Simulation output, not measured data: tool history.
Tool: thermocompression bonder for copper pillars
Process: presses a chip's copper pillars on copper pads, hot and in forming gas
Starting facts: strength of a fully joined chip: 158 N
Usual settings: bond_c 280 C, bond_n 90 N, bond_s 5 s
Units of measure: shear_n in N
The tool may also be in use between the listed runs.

Run 1, hour 0: usual settings. Result: shear_n 75.4 N.
Run 2, hour 14.5: usual settings. Result: shear_n 77.5 N.
Run 3, hour 25.4: usual settings. Result: shear_n 77.4 N.
Run 4, hour 41.9: usual settings but bond_c 297 C. Result: shear_n 92 N.
Run 5, hour 52.1: usual settings but bond_c 297 C. Result: shear_n 93.1 N.
Run 6, hour 61.6: usual settings but bond_c 297 C. Result: shear_n 90.9 N.
Run 7, hour 70.9: usual settings but bond_s 6 s. Result: shear_n 78.9 N.
Run 8, hour 82.2: usual settings but bond_s 6 s. Result: shear_n 76.4 N.
At hour 92.6: forming gas filter changed.
Run 9, hour 92.6: usual settings. Result: shear_n 81.8 N.
Run 10, hour 101.4: usual settings. Result: shear_n 82.2 N.
Run 11, hour 111.3: usual settings. Result: shear_n 80 N.
Run 12, hour 119.7: usual settings. Result: shear_n 81.6 N.
Run 13, hour 132: usual settings. Result: shear_n 81.2 N.
Run 14, hour 149.1: usual settings. Result: shear_n 79.1 N.
Run 15, hour 165.7: usual settings. Result: shear_n 79.9 N.
At hour 168.7: force cell calibrated.
Run 16, hour 175.2: usual settings. Result: shear_n 80 N.
Run 17, hour 190: usual settings. Result: shear_n 76.9 N.
Run 18, hour 204.1: usual settings but bond_n 71 N. Result: shear_n 67.6 N.
At hour 208.9: force cell calibrated, once more.
Run 19, hour 220.2: usual settings. Result: shear_n 76.2 N.
Run 20, hour 227.7: usual settings. Result: shear_n 75.7 N.
Run 21, hour 239.7: usual settings but bond_c 260 C, bond_s 9 s. Result: shear_n 70.1 N.
Run 22, hour 247: usual settings but bond_c 272 C, bond_n 115 N, bond_s 12 s. Result: shear_n 98.1 N.
Run 23, hour 264: usual settings but bond_c 288 C, bond_n 73 N. Result: shear_n 73.4 N.
Run 24, hour 272: usual settings but bond_c 288 C, bond_n 73 N. Result: shear_n 72.8 N.
Run 25, hour 282.8: usual settings but bond_c 271 C, bond_n 93 N, bond_s 10 s. Result: shear_n 84 N.
At hour 291.8: forming gas filter changed.
Run 26, hour 291.8: usual settings but bond_c 268 C, bond_n 93 N, bond_s 3 s. Result: shear_n 58.6 N.
Run 27, hour 305.6: usual settings but bond_c 268 C, bond_n 93 N, bond_s 3 s. Result: shear_n 57.5 N.
Run 28, hour 316.1: usual settings but bond_c 268 C, bond_n 118 N, bond_s 9 s. Result: shear_n 95.7 N.
Run 29, hour 325.8: usual settings but bond_c 292 C, bond_n 91 N, bond_s 9 s. Result: shear_n 111.4 N.
Run 30, hour 337.1: usual settings but bond_c 292 C, bond_n 91 N, bond_s 9 s. Result: shear_n 111 N.
Run 31, hour 352.8: usual settings but bond_c 254 C, bond_n 91 N, bond_s 9 s. Result: shear_n 68.5 N.
Run 32, hour 361.9: usual settings but bond_c 290 C, bond_n 91 N, bond_s 3 s. Result: shear_n 75 N.
Run 33, hour 372.3: usual settings but bond_c 265 C, bond_n 91 N, bond_s 3 s. Result: shear_n 52.5 N.
Run 34, hour 384: usual settings but bond_c 262 C, bond_n 80 N. Result: shear_n 56.8 N.
Run 35, hour 392.4: usual settings but bond_c 279 C, bond_n 55 N, bond_s 3 s. Result: shear_n 48.5 N.
Run 36, hour 405.8: usual settings but bond_c 279 C, bond_n 55 N, bond_s 3 s. Result: shear_n 47.8 N.
Run 37, hour 415.4: usual settings but bond_c 279 C, bond_n 55 N, bond_s 3 s. Result: shear_n 48.2 N.
Run 38, hour 428.7: usual settings but bond_n 72 N, bond_s 8 s. Result: shear_n 79.2 N.
Run 39, hour 441.9: usual settings but bond_n 72 N, bond_s 8 s. Result: shear_n 77.6 N.
Run 40, hour 451.8: usual settings but bond_n 72 N, bond_s 8 s. Result: shear_n 79.8 N.

Consider 4 possible next runs. They are alternatives, not a sequence: every one starts from the tool as it was left by run 40. What does each give?
Run A, hour 462.9: usual settings but bond_c 294 C, bond_s 4 s. Result: shear_n ?.
Run B, hour 462.9: usual settings but bond_c 285 C, bond_n 64 N, bond_s 7 s. Result: shear_n ?.
Run C, hour 462.9: usual settings but bond_c 286 C, bond_n 100 N. Result: shear_n ?.
Run D, hour 462.9: usual settings but bond_c 263 C, bond_n 84 N, bond_s 3 s. Result: shear_n ?.

run  shear_n
  A     83.4
  B       74
  C     84.1
  D     44.9
Had the tool no hidden state, the same runs would have come out as:
run  shear_n
  A     88.6
  B     78.4
  C     89.4
  D     46.9

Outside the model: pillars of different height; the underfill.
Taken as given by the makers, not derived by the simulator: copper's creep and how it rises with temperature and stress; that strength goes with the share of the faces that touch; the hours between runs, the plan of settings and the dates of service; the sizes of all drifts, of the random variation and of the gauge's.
